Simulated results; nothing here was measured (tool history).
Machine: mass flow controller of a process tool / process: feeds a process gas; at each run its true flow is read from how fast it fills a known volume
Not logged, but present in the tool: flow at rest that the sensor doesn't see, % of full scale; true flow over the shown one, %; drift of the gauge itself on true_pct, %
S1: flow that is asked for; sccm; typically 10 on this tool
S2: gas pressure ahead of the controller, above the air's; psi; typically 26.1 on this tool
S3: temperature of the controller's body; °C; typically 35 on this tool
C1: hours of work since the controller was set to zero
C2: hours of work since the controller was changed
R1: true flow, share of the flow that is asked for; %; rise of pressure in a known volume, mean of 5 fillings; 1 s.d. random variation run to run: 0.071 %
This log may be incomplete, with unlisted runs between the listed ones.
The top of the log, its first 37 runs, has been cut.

run,hour,S1,S2,S3,C1,C2,R1
38,5306.2,10,36.4,24,6135,6135,104.02
39,5423.1,2,26.1,37,6196,6196,109.62
40,5578.1,11,26.1,30,6277,6277,104.43
41,5739.3,16,40.3,30,6361,6361,105.11
42,5844.7,4,20.5,30,6416,6416,105.82
43,5967.9,10,26.1,21,6480,6480,103.58
44,6045.9,11,26.1,26,6521,6521,104.25
45,6135,2,29,33,6567,6567,109.71
46,6328.2,2,29,33,6668,6668,110.04
47,6490.9,19,38.6,25,6753,6753,104.86
48,6587.3,19,38.6,25,6803,6803,104.96

3 ways to go on from here, each from the tool as it stands after run 48. What would each give?
A,6760,7,34.7,23,6893,6893,?
B,6760,10,21.8,35,6893,6893,?
C,6760,10,26.1,23,6893,6893,?

run,R1
A,104.66
B,105.41
C,104.2
Stripped of hidden state, with their random variation kept, the same runs would have yielded:
run,R1
A,98.54
B,99.9
C,98.69

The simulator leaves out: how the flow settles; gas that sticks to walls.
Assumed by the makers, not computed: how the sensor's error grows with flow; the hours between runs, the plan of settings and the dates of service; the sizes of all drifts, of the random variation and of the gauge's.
